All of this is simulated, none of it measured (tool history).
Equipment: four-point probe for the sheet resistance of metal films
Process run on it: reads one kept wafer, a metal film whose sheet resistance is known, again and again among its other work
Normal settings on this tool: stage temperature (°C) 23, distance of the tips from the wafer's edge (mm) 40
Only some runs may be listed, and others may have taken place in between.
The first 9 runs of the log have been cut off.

| run | hour | stage temperature (°C) | distance of the tips from the wafer's edge (mm) | touches since the probe head was changed | hours of work since the stage's thermometer was calibrated | sheet resistance as the instrument gives it (ohm/square) |
|---|---|---|---|---|---|---|
| 10 | 508.2 | 31 | 40 | 53727 | 1200 | 0.533766 |
| 11 | 575.9 | 21 | 40 | 55088 | 1240 | 0.53585 |
| 12 | 613.2 | 21 | 40 | 55838 | 1263 | 0.535945 |
| 13 | 656.6 | 23 | 34 | 56710 | 1289 | 0.535541 |
| 14 | 703.1 | 23 | 5 | 57645 | 1317 | 0.5467 |
|  | 710.1 | stage's thermometer calibrated |
| 15 | 755.3 | 23 | 5 | 58685 | 27 | 0.54672 |
| 16 | 816.2 | 23 | 40 | 59909 | 64 | 0.535543 |
| 17 | 864.4 | 23 | 40 | 60878 | 93 | 0.535524 |
| 18 | 895.8 | 23 | 40 | 61510 | 111 | 0.535504 |
| 19 | 943.5 | 23 | 7 | 62467 | 140 | 0.541099 |
| 20 | 1002.9 | 30 | 40 | 63662 | 176 | 0.534133 |
| 21 | 1039 | 33 | 40 | 64387 | 197 | 0.53369 |
| 22 | 1085 | 33 | 40 | 65312 | 225 | 0.533884 |
| 23 | 1115.5 | 33 | 40 | 65925 | 243 | 0.533686 |
|  | 1127.1 | stage's thermometer calibrated, once more |
| 24 | 1149.3 | 18 | 14 | 66595 | 13 | 0.538786 |

Run 25 comes next. What will it give?
| 25 | 1183.6 | 18 | 14 | 67285 | 34 | ? |

sheet resistance as the instrument gives it (ohm/square): 0.538792
Without the tool's hidden state the same run would have given sheet resistance as the instrument gives it (ohm/square) 0.534374.

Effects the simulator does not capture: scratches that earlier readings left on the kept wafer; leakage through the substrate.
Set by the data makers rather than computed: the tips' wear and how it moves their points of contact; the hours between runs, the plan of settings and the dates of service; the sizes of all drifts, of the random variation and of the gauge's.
